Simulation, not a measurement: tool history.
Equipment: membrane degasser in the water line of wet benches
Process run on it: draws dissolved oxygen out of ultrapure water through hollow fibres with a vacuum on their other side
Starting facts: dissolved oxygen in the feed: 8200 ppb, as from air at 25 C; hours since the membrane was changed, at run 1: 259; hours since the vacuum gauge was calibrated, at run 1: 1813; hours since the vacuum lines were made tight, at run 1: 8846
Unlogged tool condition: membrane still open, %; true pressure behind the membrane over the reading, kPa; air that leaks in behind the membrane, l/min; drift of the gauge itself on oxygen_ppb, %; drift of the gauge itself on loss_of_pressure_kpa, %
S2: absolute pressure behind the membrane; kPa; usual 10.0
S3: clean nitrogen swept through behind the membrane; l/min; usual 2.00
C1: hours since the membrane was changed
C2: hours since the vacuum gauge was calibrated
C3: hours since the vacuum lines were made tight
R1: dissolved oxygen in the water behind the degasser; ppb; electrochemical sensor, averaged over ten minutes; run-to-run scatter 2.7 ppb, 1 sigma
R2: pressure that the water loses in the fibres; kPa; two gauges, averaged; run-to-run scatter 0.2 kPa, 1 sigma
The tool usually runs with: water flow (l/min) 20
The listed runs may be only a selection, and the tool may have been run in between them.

{"run": 1, "hour": 0.0, "water flow (l/min)": 20, "S2": 10.0, "S3": 2.0, "C1": 259, "C2": 1813, "C3": 8846, "R1": 271.7, "R2": 41.57}
{"run": 2, "hour": 72.5, "water flow (l/min)": 20, "S2": 10.0, "S3": 2.0, "C1": 332, "C2": 1886, "C3": 8919, "R1": 266.6, "R2": 41.84}
{"run": 3, "hour": 159.3, "water flow (l/min)": 20, "S2": 10.0, "S3": 2.0, "C1": 418, "C2": 1972, "C3": 9006, "R1": 273.1, "R2": 42.25}
{"run": 4, "hour": 249.5, "water flow (l/min)": 20, "S2": 15.0, "S3": 2.0, "C1": 509, "C2": 2063, "C3": 9096, "R1": 376.5, "R2": 41.93}
{"run": 5, "hour": 290.6, "water flow (l/min)": 20, "S2": 15.0, "S3": 2.0, "C1": 550, "C2": 2104, "C3": 9137, "R1": 385.8, "R2": 42.06}
{"run": 6, "hour": 382.9, "water flow (l/min)": 20, "S2": 7.1, "S3": 2.0, "C1": 642, "C2": 2196, "C3": 9229, "R1": 209.5, "R2": 42.25}
{"run": 7, "hour": 475.0, "water flow (l/min)": 20, "S2": 10.5, "S3": 2.0, "C1": 734, "C2": 2288, "C3": 9321, "R1": 288.0, "R2": 42.27}
{"run": 8, "hour": 517.1, "water flow (l/min)": 20, "S2": 10.5, "S3": 2.0, "C1": 776, "C2": 2330, "C3": 9364, "R1": 287.2, "R2": 41.91}
{"run": 9, "hour": 575.6, "water flow (l/min)": 20, "S2": 10.5, "S3": 2.0, "C1": 835, "C2": 2389, "C3": 9422, "R1": 286.4, "R2": 42.3}
{"run": 10, "hour": 661.8, "water flow (l/min)": 20, "S2": 10.0, "S3": 2.0, "C1": 921, "C2": 2475, "C3": 9508, "R1": 275.8, "R2": 42.15}
{"run": 11, "hour": 724.8, "water flow (l/min)": 20, "S2": 10.0, "S3": 2.0, "C1": 984, "C2": 2538, "C3": 9571, "R1": 274.8, "R2": 42.12}
{"run": 12, "hour": 787.5, "water flow (l/min)": 20, "S2": 10.0, "S3": 2.0, "C1": 1047, "C2": 2601, "C3": 9634, "R1": 279.5, "R2": 42.14}
{"run": 13, "hour": 846.0, "water flow (l/min)": 20, "S2": 14.3, "S3": 2.0, "C1": 1105, "C2": 2659, "C3": 9692, "R1": 373.0, "R2": 41.73}
{"run": 14, "hour": 889.7, "water flow (l/min)": 27, "S2": 10.0, "S3": 2.0, "C1": 1149, "C2": 2703, "C3": 9736, "R1": 443.9, "R2": 57.22}
{"run": 15, "hour": 948.0, "water flow (l/min)": 27, "S2": 10.0, "S3": 2.0, "C1": 1207, "C2": 2761, "C3": 9794, "R1": 436.3, "R2": 57.02}
{"run": 16, "hour": 1014.8, "water flow (l/min)": 27, "S2": 10.0, "S3": 2.0, "C1": 1274, "C2": 2828, "C3": 9861, "R1": 440.5, "R2": 57.21}
{"run": 17, "hour": 1076.8, "water flow (l/min)": 30, "S2": 23.7, "S3": 2.0, "C1": 1336, "C2": 2890, "C3": 9923, "R1": 896.0, "R2": 63.3}
{"run": 18, "hour": 1143.0, "water flow (l/min)": 30, "S2": 23.7, "S3": 1.72, "C1": 1402, "C2": 2956, "C3": 9989, "R1": 992.3, "R2": 63.46}
{"run": 19, "hour": 1228.8, "water flow (l/min)": 20, "S2": 10.0, "S3": 0.94, "C1": 1488, "C2": 3042, "C3": 10075, "R1": 424.9, "R2": 42.36}
{"run": 20, "hour": 1270.8, "water flow (l/min)": 20, "S2": 9.4, "S3": 1.86, "C1": 1530, "C2": 3084, "C3": 10117, "R1": 276.9, "R2": 42.67}
{"run": 21, "hour": 1327.3, "water flow (l/min)": 20, "S2": 9.4, "S3": 1.86, "C1": 1586, "C2": 3140, "C3": 10174, "R1": 274.7, "R2": 42.13}
{"run": 22, "hour": 1391.3, "water flow (l/min)": 18, "S2": 6.1, "S3": 1.55, "C1": 1650, "C2": 3204, "C3": 10238, "R1": 171.7, "R2": 38.19}
{"run": 23, "hour": 1462.1, "water flow (l/min)": 20, "S2": 13.1, "S3": 2.93, "C1": 1721, "C2": 3275, "C3": 10309, "R1": 278.5, "R2": 42.29}
{"run": 24, "hour": 1533.6, "water flow (l/min)": 20, "S2": 13.1, "S3": 2.69, "C1": 1793, "C2": 3347, "C3": 10380, "R1": 292.5, "R2": 42.79}
{"run": 25, "hour": 1582.2, "water flow (l/min)": 21, "S2": 8.6, "S3": 1.61, "C1": 1841, "C2": 3395, "C3": 10429, "R1": 292.6, "R2": 44.29}
{"run": 26, "hour": 1622.3, "water flow (l/min)": 31, "S2": 7.7, "S3": 3.03, "C1": 1881, "C2": 3435, "C3": 10469, "R1": 419.5, "R2": 65.58}
{"run": 27, "hour": 1685.3, "water flow (l/min)": 31, "S2": 11.8, "S3": 4.49, "C1": 1945, "C2": 3498, "C3": 10532, "R1": 454.1, "R2": 66.57}
{"run": 28, "hour": 1766.9, "water flow (l/min)": 31, "S2": 11.8, "S3": 4.49, "C1": 2026, "C2": 3580, "C3": 10613, "R1": 451.0, "R2": 65.98}
{"hour": 1781.5, "done": "vacuum gauge calibrated"}
{"run": 29, "hour": 1835.1, "water flow (l/min)": 17, "S2": 16.4, "S3": 1.68, "C1": 2094, "C2": 54, "C3": 10681, "R1": 385.4, "R2": 36.04}
{"run": 30, "hour": 1916.0, "water flow (l/min)": 24, "S2": 9.2, "S3": 1.61, "C1": 2175, "C2": 134, "C3": 10762, "R1": 385.2, "R2": 51.14}
{"run": 31, "hour": 1973.5, "water flow (l/min)": 18, "S2": 9.2, "S3": 1.61, "C1": 2232, "C2": 192, "C3": 10819, "R1": 247.1, "R2": 37.99}
{"run": 32, "hour": 2068.6, "water flow (l/min)": 16, "S2": 9.2, "S3": 1.61, "C1": 2327, "C2": 287, "C3": 10915, "R1": 207.4, "R2": 34.0}

4 options for the next run, each taken on its own from the tool as it stands now. Forecast them:
{"run": "A", "hour": 2128.3, "water flow (l/min)": 16, "S2": 9.2, "S3": 0.95, "C1": 2387, "C2": 347, "C3": 10974, "R1": "?", "R2": "?"}
{"run": "B", "hour": 2128.3, "water flow (l/min)": 19, "S2": 17.7, "S3": 4.75, "C1": 2387, "C2": 347, "C3": 10974, "R1": "?", "R2": "?"}
{"run": "C", "hour": 2128.3, "water flow (l/min)": 19, "S2": 6.8, "S3": 2.83, "C1": 2387, "C2": 347, "C3": 10974, "R1": "?", "R2": "?"}
{"run": "D", "hour": 2128.3, "water flow (l/min)": 16, "S2": 9.2, "S3": 1.07, "C1": 2387, "C2": 347, "C3": 10974, "R1": "?", "R2": "?"}

run=A R1=292.0 R2=33.81
run=B R1=246.5 R2=40.22
run=C R1=166.8 R2=40.22
run=D R1=270.1 R2=34.21
Had the tool no hidden state, the same runs would have come out as:
run=A R1=283.1 R2=33.24
run=B R1=236.4 R2=39.54
run=C R1=157.8 R2=39.55
run=D R1=261.4 R2=33.64

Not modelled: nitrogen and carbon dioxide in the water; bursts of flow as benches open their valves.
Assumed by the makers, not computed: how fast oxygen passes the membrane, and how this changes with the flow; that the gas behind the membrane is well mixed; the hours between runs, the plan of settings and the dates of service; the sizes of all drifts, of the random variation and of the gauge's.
